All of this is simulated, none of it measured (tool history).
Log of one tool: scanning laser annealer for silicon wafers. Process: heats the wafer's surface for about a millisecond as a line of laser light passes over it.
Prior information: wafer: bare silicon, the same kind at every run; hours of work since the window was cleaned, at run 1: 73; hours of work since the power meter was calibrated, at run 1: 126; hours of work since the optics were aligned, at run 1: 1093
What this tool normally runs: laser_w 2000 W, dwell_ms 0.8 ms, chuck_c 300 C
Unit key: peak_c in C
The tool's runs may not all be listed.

run	hour	laser_w	dwell_ms	chuck_c	hours of work since the window was cleaned	hours of work since the power meter was calibrated	hours of work since the optics were aligned	peak_c
1	0	2000	0.8	300	73	126	1093	995
2	5.3	2000	0.8	319	76	129	1096	1019
3	14.1	2000	0.8	319	81	134	1101	1015
4	24.4	2000	0.8	300	87	140	1107	998
5	35.5	2000	0.8	300	93	146	1114	999
6	46	2000	0.8	300	100	152	1120	995
7	52.9	2000	0.886	300	103	156	1124	1036
8	62.8	2000	0.886	300	109	162	1129	1033
9	73.5	2000	0.886	300	115	168	1136	1033
10	84.3	2000	0.886	300	122	174	1142	1029
11	93.4	2000	0.637	300	127	179	1147	917
12	98.5	2000	0.8	300	130	182	1150	990
13	104.4	2000	0.8	300	133	186	1153	994
14	115.5	2000	0.8	300	140	192	1160	994
15	126.2	2000	0.8	300	146	198	1166	995
16	131.2	2000	0.8	281	149	201	1169	974
# hour 138: optics aligned, line set to its width
17	141	2000	0.8	281	151	204	2	992
18	150.4	2000	0.821	300	157	209	7	1018
19	157.1	2128	0.792	312	161	213	11	1072
20	165.4	1950	0.792	308	165	218	16	991
21	170.8	2000	0.613	266	168	221	19	885
22	180.3	2000	0.613	266	174	226	24	886
23	187.1	2000	0.613	266	178	230	28	884
24	196	2000	0.613	266	183	235	33	886
25	201.5	1741	0.642	283	186	239	37	825
26	206.2	2000	0.939	300	189	241	39	1065
27	213.5	2050	0.954	264	193	246	43	1060
28	223.9	2077	0.8	296	199	252	49	1034
29	234	1733	0.775	296	205	257	55	888
30	243.6	2000	0.8	320	210	263	61	1023
31	253.2	2053	0.662	315	216	268	66	976
32	258.3	1736	0.784	306	219	271	69	902
33	266.3	1736	0.784	306	223	276	74	900
34	276.8	1736	0.784	306	229	282	80	899
35	288	1972	0.8	331	236	288	86	1027

3 options for the next run, each taken on its own from the tool as it stands now. Forecast them:
A	295.8	2000	0.664	300	240	293	91	?
B	295.8	1730	0.8	300	240	293	91	?
C	295.8	1991	0.594	331	240	293	91	?

run	peak_c
A	939
B	901
C	931
With the hidden condition removed and each run's random variation left untouched, the same runs would have given:
run	peak_c
A	950
B	912
C	941
